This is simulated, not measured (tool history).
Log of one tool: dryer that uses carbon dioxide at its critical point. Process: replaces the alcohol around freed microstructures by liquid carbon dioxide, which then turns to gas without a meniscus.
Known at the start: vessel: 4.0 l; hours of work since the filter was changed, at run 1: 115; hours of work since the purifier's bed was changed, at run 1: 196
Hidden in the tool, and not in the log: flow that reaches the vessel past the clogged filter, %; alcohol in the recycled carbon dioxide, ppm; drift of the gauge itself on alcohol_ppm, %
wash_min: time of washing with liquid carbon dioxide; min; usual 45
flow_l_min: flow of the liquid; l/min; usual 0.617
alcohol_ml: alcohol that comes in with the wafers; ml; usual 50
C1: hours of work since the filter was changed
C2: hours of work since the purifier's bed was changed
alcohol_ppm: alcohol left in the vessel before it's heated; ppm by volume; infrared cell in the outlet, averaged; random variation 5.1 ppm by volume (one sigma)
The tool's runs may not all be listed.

run 1 day=0.000 | wash_min=45 flow_l_min=0.617 alcohol_ml=50 | C1=115 C2=196 | alcohol_ppm=139
run 2 day=0.725 | wash_min=45 flow_l_min=0.617 alcohol_ml=50 | C1=127 C2=208 | alcohol_ppm=151
run 3 day=1.196 | wash_min=45 flow_l_min=0.617 alcohol_ml=50 | C1=135 C2=216 | alcohol_ppm=154
run 4 day=1.633 | wash_min=45 flow_l_min=0.617 alcohol_ml=50 | C1=142 C2=223 | alcohol_ppm=158
run 5 day=2.354 | wash_min=45 flow_l_min=0.370 alcohol_ml=50 | C1=154 C2=236 | alcohol_ppm=915
run 6 day=2.779 | wash_min=45 flow_l_min=0.408 alcohol_ml=50 | C1=162 C2=243 | alcohol_ppm=692
run 7 day=3.388 | wash_min=45 flow_l_min=0.408 alcohol_ml=50 | C1=172 C2=253 | alcohol_ppm=687
run 8 day=3.962 | wash_min=71 flow_l_min=0.617 alcohol_ml=50 | C1=182 C2=263 | alcohol_ppm=49
run 9 day=4.350 | wash_min=71 flow_l_min=0.617 alcohol_ml=50 | C1=188 C2=269 | alcohol_ppm=57
run 10 day=4.971 | wash_min=71 flow_l_min=0.617 alcohol_ml=50 | C1=199 C2=280 | alcohol_ppm=58
run 11 day=5.367 | wash_min=71 flow_l_min=0.617 alcohol_ml=50 | C1=206 C2=287 | alcohol_ppm=61
run 12 day=5.908 | wash_min=71 flow_l_min=0.617 alcohol_ml=50 | C1=215 C2=296 | alcohol_ppm=57
run 13 day=6.275 | wash_min=71 flow_l_min=0.617 alcohol_ml=50 | C1=221 C2=302 | alcohol_ppm=66
run 14 day=6.638 | wash_min=29 flow_l_min=0.617 alcohol_ml=50 | C1=227 C2=308 | alcohol_ppm=825
run 15 day=7.267 | wash_min=35 flow_l_min=0.943 alcohol_ml=87 | C1=238 C2=319 | alcohol_ppm=177
run 16 day=7.679 | wash_min=45 flow_l_min=0.421 alcohol_ml=33 | C1=245 C2=326 | alcohol_ppm=522
-- day=7.933 inlet filter changed
run 17 day=8.429 | wash_min=45 flow_l_min=0.421 alcohol_ml=33 | C1=8 C2=338 | alcohol_ppm=317
run 18 day=8.729 | wash_min=42 flow_l_min=0.501 alcohol_ml=25 | C1=14 C2=343 | alcohol_ppm=204
run 19 day=9.292 | wash_min=42 flow_l_min=0.501 alcohol_ml=25 | C1=23 C2=353 | alcohol_ppm=190
run 20 day=9.721 | wash_min=34 flow_l_min=0.713 alcohol_ml=50 | C1=30 C2=360 | alcohol_ppm=215
run 21 day=10.275 | wash_min=45 flow_l_min=0.438 alcohol_ml=50 | C1=40 C2=369 | alcohol_ppm=411
run 22 day=10.962 | wash_min=40 flow_l_min=0.551 alcohol_ml=94 | C1=51 C2=381 | alcohol_ppm=532
run 23 day=11.650 | wash_min=40 flow_l_min=0.551 alcohol_ml=94 | C1=63 C2=393 | alcohol_ppm=543
run 24 day=12.283 | wash_min=34 flow_l_min=0.483 alcohol_ml=34 | C1=74 C2=403 | alcohol_ppm=545

The next listed run, before its measurement:
run 25 day=12.879 | wash_min=29 flow_l_min=0.617 alcohol_ml=60 | C1=84 C2=413 | alcohol_ppm=?

alcohol_ppm: 746 ppm by volume
Without the tool's hidden state the same run would have given alcohol_ppm 563 ppm by volume.
